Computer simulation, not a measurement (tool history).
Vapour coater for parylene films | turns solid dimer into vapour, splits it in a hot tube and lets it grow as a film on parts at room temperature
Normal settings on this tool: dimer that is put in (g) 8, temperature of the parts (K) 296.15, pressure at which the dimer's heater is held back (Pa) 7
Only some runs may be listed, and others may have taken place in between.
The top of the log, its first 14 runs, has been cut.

run,hour,dimer that is put in (g),temperature of the parts (K),pressure at which the dimer's heater is held back (Pa),hours of work since the trap's valve was overhauled,hours of work since the table's thermometer was calibrated,thickness of the film (um)
15,377,8,296.15,10.15,207,828,3.61
# hour 386.2: trap's valve overhauled
16,404.2,8,296.15,7,10,842,4.37
17,438.4,8,296.15,7,30,861,4.26
18,457.9,8,296.15,7,41,872,4.25
19,500.6,8,296.15,7,65,897,4.13
20,523.6,8,296.15,7,78,910,4.13
21,554.2,8,296.15,7,96,927,4.04
22,594.9,8,296.15,7,119,950,4.01
23,621.8,8,296.15,7,134,966,3.94
24,659,8,296.15,2.65,156,987,4.18
# hour 662.7: table's thermometer calibrated
25,698.9,4,296.15,2.65,178,21,2.03
26,738.7,8,296.15,3.72,201,43,3.9

The next listed run, before its measurement:
# hour 760.3: trap's valve overhauled
27,784.9,3,289.15,7,14,67,?

{"run 27": {"thickness of the film (um)": 1.86}}
If the tool had no hidden condition, the same run with the same run-to-run variation would have returned thickness of the film (um) 1.86.
